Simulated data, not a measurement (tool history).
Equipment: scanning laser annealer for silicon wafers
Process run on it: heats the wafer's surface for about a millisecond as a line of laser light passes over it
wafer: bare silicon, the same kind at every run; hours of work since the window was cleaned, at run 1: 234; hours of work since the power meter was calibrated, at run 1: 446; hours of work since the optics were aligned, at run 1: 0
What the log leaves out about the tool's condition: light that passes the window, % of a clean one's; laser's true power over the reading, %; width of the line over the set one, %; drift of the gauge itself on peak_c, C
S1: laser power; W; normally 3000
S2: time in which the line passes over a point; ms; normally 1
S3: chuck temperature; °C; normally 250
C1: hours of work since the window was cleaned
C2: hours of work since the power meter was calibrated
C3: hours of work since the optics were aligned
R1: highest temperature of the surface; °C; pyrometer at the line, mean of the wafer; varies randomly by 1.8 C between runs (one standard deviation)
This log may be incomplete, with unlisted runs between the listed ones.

run    day    S1    S2   S3   C1   C2  C3    R1
  1      0  3000     1  250  234  446   0   997
  2  0.558  3000  1.12  250  241  453   7  1040
  3  0.988  3000     1  250  246  458  12   994
  4  1.467  3000     1  250  252  464  18   993
  5  1.908  3000     1  250  257  470  24   997
  6  2.329  2798     1  250  263  475  29   942
  7  3.146  2798     1  250  273  485  39   942
  8  3.562  2798     1  250  278  490  44   940
  9  4.371  3000  0.79  250  288  500  54   913
 10  5.204  3000  0.79  250  298  510  64   910
 11  5.812  3000     1  250  306  518  72   997
 12  6.683  3000     1  250  316  529  83   996

The next listed run, before its measurement:
 13  7.129  3000   1  250  322  534  88   ?

{"run 13": {"R1": 1000}}
The same run, on a tool lacking any hidden state, would have yielded R1 1001 °C.
